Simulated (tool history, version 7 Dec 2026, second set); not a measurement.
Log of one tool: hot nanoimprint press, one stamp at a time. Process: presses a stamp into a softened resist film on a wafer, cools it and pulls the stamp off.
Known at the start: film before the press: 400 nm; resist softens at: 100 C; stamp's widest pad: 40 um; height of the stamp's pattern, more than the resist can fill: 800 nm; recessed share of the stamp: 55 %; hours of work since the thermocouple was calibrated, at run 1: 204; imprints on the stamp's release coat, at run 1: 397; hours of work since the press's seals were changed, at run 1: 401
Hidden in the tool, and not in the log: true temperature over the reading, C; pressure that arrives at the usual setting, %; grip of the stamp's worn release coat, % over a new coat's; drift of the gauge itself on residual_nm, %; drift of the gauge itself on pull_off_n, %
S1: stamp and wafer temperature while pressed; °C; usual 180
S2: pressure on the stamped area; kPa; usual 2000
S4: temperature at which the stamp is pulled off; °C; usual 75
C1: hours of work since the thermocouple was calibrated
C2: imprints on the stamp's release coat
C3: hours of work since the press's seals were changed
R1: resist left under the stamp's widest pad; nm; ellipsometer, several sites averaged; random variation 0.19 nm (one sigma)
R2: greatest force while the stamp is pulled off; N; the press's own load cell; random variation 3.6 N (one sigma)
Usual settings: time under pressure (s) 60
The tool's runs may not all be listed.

{"run": 1, "hour": 0.0, "S1": 180, "S2": 2000, "time under pressure (s)": 60, "S4": 75, "C1": 204, "C2": 397, "C3": 401, "R1": 171.7, "R2": 199}
{"run": 2, "hour": 26.1, "S1": 180, "S2": 2000, "time under pressure (s)": 60, "S4": 75, "C1": 224, "C2": 461, "C3": 421, "R1": 171.8, "R2": 197}
{"run": 3, "hour": 45.1, "S1": 180, "S2": 2000, "time under pressure (s)": 60, "S4": 75, "C1": 239, "C2": 508, "C3": 436, "R1": 171.0, "R2": 195}
{"run": 4, "hour": 70.1, "S1": 175, "S2": 2000, "time under pressure (s)": 60, "S4": 75, "C1": 259, "C2": 569, "C3": 456, "R1": 199.7, "R2": 192}
{"hour": 104.3, "done": "stamp cleaned and given a new release coat"}
{"run": 5, "hour": 104.3, "S1": 175, "S2": 2000, "time under pressure (s)": 60, "S4": 75, "C1": 281, "C2": 0, "C3": 478, "R1": 199.6, "R2": 197}
{"run": 6, "hour": 121.9, "S1": 180, "S2": 2000, "time under pressure (s)": 60, "S4": 75, "C1": 295, "C2": 43, "C3": 492, "R1": 171.9, "R2": 201}
{"hour": 132.7, "done": "plate thermocouple calibrated"}
{"run": 7, "hour": 165.1, "S1": 180, "S2": 2000, "time under pressure (s)": 60, "S4": 75, "C1": 25, "C2": 142, "C3": 523, "R1": 172.2, "R2": 202}
{"run": 8, "hour": 197.1, "S1": 180, "S2": 2000, "time under pressure (s)": 60, "S4": 75, "C1": 50, "C2": 220, "C3": 548, "R1": 172.1, "R2": 200}
{"run": 9, "hour": 214.9, "S1": 180, "S2": 2000, "time under pressure (s)": 60, "S4": 75, "C1": 64, "C2": 264, "C3": 562, "R1": 172.0, "R2": 198}
{"run": 10, "hour": 235.1, "S1": 180, "S2": 1900, "time under pressure (s)": 60, "S4": 75, "C1": 80, "C2": 314, "C3": 578, "R1": 175.3, "R2": 197}
{"run": 11, "hour": 267.9, "S1": 180, "S2": 2000, "time under pressure (s)": 60, "S4": 75, "C1": 106, "C2": 394, "C3": 604, "R1": 172.4, "R2": 203}
{"run": 12, "hour": 299.4, "S1": 180, "S2": 2000, "time under pressure (s)": 60, "S4": 75, "C1": 131, "C2": 471, "C3": 628, "R1": 172.4, "R2": 202}
{"run": 13, "hour": 316.4, "S1": 179, "S2": 3060, "time under pressure (s)": 44, "S4": 80, "C1": 144, "C2": 513, "C3": 642, "R1": 167.6, "R2": 188}
{"run": 14, "hour": 348.4, "S1": 179, "S2": 2230, "time under pressure (s)": 65, "S4": 62, "C1": 169, "C2": 592, "C3": 667, "R1": 164.3, "R2": 224}

Run 15 comes next. What will it give?
{"hour": 372.0, "done": "stamp cleaned and given a new release coat"}
{"run": 15, "hour": 372.8, "S1": 179, "S2": 2240, "time under pressure (s)": 65, "S4": 67, "C1": 183, "C2": 2, "C3": 681, "R1": "?", "R2": "?"}

R1: 164.1 nm
R2: 212 N
Without the tool's hidden state the same run would have given R1 163.1 nm, R2 212 N.
